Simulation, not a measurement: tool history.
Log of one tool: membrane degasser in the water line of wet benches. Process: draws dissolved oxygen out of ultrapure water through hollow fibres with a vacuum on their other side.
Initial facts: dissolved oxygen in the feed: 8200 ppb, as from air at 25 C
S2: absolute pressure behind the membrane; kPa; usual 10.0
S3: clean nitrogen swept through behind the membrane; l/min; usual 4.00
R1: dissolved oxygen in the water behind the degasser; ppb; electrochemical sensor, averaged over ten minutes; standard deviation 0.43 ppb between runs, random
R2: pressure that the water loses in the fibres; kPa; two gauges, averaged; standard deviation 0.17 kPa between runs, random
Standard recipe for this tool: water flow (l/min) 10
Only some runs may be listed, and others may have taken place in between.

{"run": 1, "hour": 0.0, "water flow (l/min)": 10, "S2": 10.0, "S3": 4.0, "R1": 46.0, "R2": 29.86}
{"run": 2, "hour": 127.8, "water flow (l/min)": 10, "S2": 10.0, "S3": 4.0, "R1": 45.8, "R2": 30.13}
{"run": 3, "hour": 251.8, "water flow (l/min)": 10, "S2": 10.0, "S3": 4.0, "R1": 45.2, "R2": 30.01}
{"run": 4, "hour": 436.2, "water flow (l/min)": 10, "S2": 10.0, "S3": 3.63, "R1": 49.8, "R2": 29.85}
{"run": 5, "hour": 654.3, "water flow (l/min)": 10, "S2": 10.0, "S3": 3.63, "R1": 50.2, "R2": 30.13}
{"run": 6, "hour": 795.1, "water flow (l/min)": 10, "S2": 10.0, "S3": 3.63, "R1": 50.1, "R2": 30.18}
{"run": 7, "hour": 961.1, "water flow (l/min)": 10, "S2": 10.0, "S3": 4.0, "R1": 46.0, "R2": 29.8}
{"run": 8, "hour": 1121.6, "water flow (l/min)": 10, "S2": 10.0, "S3": 4.0, "R1": 46.3, "R2": 29.55}
{"run": 9, "hour": 1344.6, "water flow (l/min)": 10, "S2": 10.0, "S3": 4.0, "R1": 46.4, "R2": 29.75}
{"run": 10, "hour": 1455.3, "water flow (l/min)": 10, "S2": 10.0, "S3": 2.14, "R1": 79.7, "R2": 29.74}
{"run": 11, "hour": 1675.4, "water flow (l/min)": 10, "S2": 10.0, "S3": 4.0, "R1": 45.9, "R2": 29.91}
{"run": 12, "hour": 1854.2, "water flow (l/min)": 10, "S2": 10.0, "S3": 4.0, "R1": 45.3, "R2": 30.02}
{"run": 13, "hour": 2041.3, "water flow (l/min)": 8, "S2": 10.0, "S3": 4.0, "R1": 36.1, "R2": 24.04}
{"run": 14, "hour": 2228.2, "water flow (l/min)": 8, "S2": 10.0, "S3": 4.0, "R1": 35.5, "R2": 24.0}
{"run": 15, "hour": 2361.2, "water flow (l/min)": 8, "S2": 10.0, "S3": 4.0, "R1": 36.1, "R2": 24.02}
{"run": 16, "hour": 2560.8, "water flow (l/min)": 8, "S2": 10.0, "S3": 4.0, "R1": 36.1, "R2": 23.98}
{"run": 17, "hour": 2673.3, "water flow (l/min)": 10, "S2": 15.9, "S3": 3.76, "R1": 87.5, "R2": 30.0}
{"run": 18, "hour": 2767.6, "water flow (l/min)": 15, "S2": 6.9, "S3": 2.57, "R1": 63.3, "R2": 44.66}
{"run": 19, "hour": 2980.5, "water flow (l/min)": 14, "S2": 10.0, "S3": 4.0, "R1": 67.0, "R2": 41.96}
{"run": 20, "hour": 3123.8, "water flow (l/min)": 14, "S2": 10.0, "S3": 4.0, "R1": 66.8, "R2": 42.04}
{"run": 21, "hour": 3322.9, "water flow (l/min)": 11, "S2": 18.2, "S3": 1.68, "R1": 234.7, "R2": 32.55}
{"run": 22, "hour": 3486.1, "water flow (l/min)": 11, "S2": 18.2, "S3": 1.68, "R1": 235.4, "R2": 32.94}
{"run": 23, "hour": 3652.1, "water flow (l/min)": 9, "S2": 9.8, "S3": 4.0, "R1": 40.3, "R2": 26.74}
{"run": 24, "hour": 3811.1, "water flow (l/min)": 7, "S2": 9.8, "S3": 4.0, "R1": 30.5, "R2": 20.78}
{"run": 25, "hour": 4011.5, "water flow (l/min)": 7, "S2": 24.3, "S3": 4.0, "R1": 92.7, "R2": 20.9}
{"run": 26, "hour": 4232.0, "water flow (l/min)": 7, "S2": 24.3, "S3": 4.0, "R1": 92.6, "R2": 21.04}
{"run": 27, "hour": 4446.3, "water flow (l/min)": 6, "S2": 6.7, "S3": 6.92, "R1": 8.1, "R2": 17.93}
{"run": 28, "hour": 4632.9, "water flow (l/min)": 6, "S2": 6.7, "S3": 6.92, "R1": 8.6, "R2": 17.81}
{"run": 29, "hour": 4742.6, "water flow (l/min)": 10, "S2": 8.8, "S3": 2.91, "R1": 51.5, "R2": 30.15}
{"run": 30, "hour": 4961.1, "water flow (l/min)": 14, "S2": 15.1, "S3": 5.26, "R1": 85.9, "R2": 42.01}
{"run": 31, "hour": 5169.8, "water flow (l/min)": 8, "S2": 15.1, "S3": 1.66, "R1": 140.9, "R2": 24.06}
{"run": 32, "hour": 5272.3, "water flow (l/min)": 8, "S2": 15.1, "S3": 1.66, "R1": 139.6, "R2": 23.79}

Put back what was entered between runs (2 entries, withheld): which listed runs does each sit between, and how does the hidden state differ from the listed run before to the listed run after?
After run 9, before run 10: seals of the vacuum lines changed (hour 1423.6)
  air that leaks in behind the membrane, l/min: 0.0024 -> 0.002
After run 22, before run 23: vacuum gauge calibrated (hour 3529.0)
  nothing in the hidden state changes from one run to the other

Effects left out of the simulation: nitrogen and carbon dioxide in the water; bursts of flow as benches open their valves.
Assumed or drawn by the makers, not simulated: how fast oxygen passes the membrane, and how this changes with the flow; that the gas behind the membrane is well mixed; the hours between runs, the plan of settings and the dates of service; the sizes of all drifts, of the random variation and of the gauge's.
